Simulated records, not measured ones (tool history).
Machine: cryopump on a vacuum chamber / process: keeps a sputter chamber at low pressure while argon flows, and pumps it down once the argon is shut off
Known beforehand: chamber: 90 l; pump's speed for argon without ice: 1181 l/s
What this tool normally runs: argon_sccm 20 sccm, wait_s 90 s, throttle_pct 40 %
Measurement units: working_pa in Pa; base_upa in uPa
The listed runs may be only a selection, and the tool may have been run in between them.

run,hour,argon_sccm,wait_s,throttle_pct,working_pa,base_upa
1,0,20,90,40,0.0719,1.59
2,26.2,20,90,40,0.0721,1.61
3,50.2,20,90,40,0.0717,1.68
4,75.8,20,90,40,0.0728,1.69
5,103.6,20,283,40,0.0738,1.55
6,121.1,20,283,40,0.0745,1.62
7,147.9,20,283,40,0.075,1.62
8,167.6,20,90,40,0.0739,1.85
9,182.6,20,202,40,0.0751,1.75
10,202,20,202,40,0.0753,1.73
11,223.8,20,90,19,0.155,1.95
12,235.4,20,90,19,0.1556,2.02
13,253,20,90,19,0.1553,2.07
14,273.3,20,90,19,0.1559,2.05
15,296.6,14,90,40,0.0545,2.02
16,312,17,211,36,0.0728,1.91
17,326.2,11,92,30,0.0558,2.09
18,350.7,20,90,18,0.1658,2.18
19,375.9,20,90,18,0.1659,2.24
20,390.2,20,21,20,0.1503,3.18
21,415.5,20,48,51,0.0645,2.59
22,438.1,20,48,51,0.0651,2.69
23,457.5,19,217,31,0.0969,2.21
24,480.9,20,146,18,0.168,2.27
25,505.3,37,90,40,0.1528,2.51

Forecast each of these 3 alternatives for the next run:
# hour 515.3: pump warmed up, emptied and cooled again
A,535.8,13,106,43,?,?
# hour 515.3: pump warmed up, emptied and cooled again
B,535.8,37,87,29,?,?
# hour 515.3: pump warmed up, emptied and cooled again
C,535.8,38,181,60,?,?

run,working_pa,base_upa
A,0.0434,1.95
B,0.1825,1.97
C,0.0924,1.86
Take away the tool's hidden state, keep each run's random variation, and the runs would have read:
run,working_pa,base_upa
A,0.0429,0.55
B,0.1813,0.56
C,0.0911,0.41
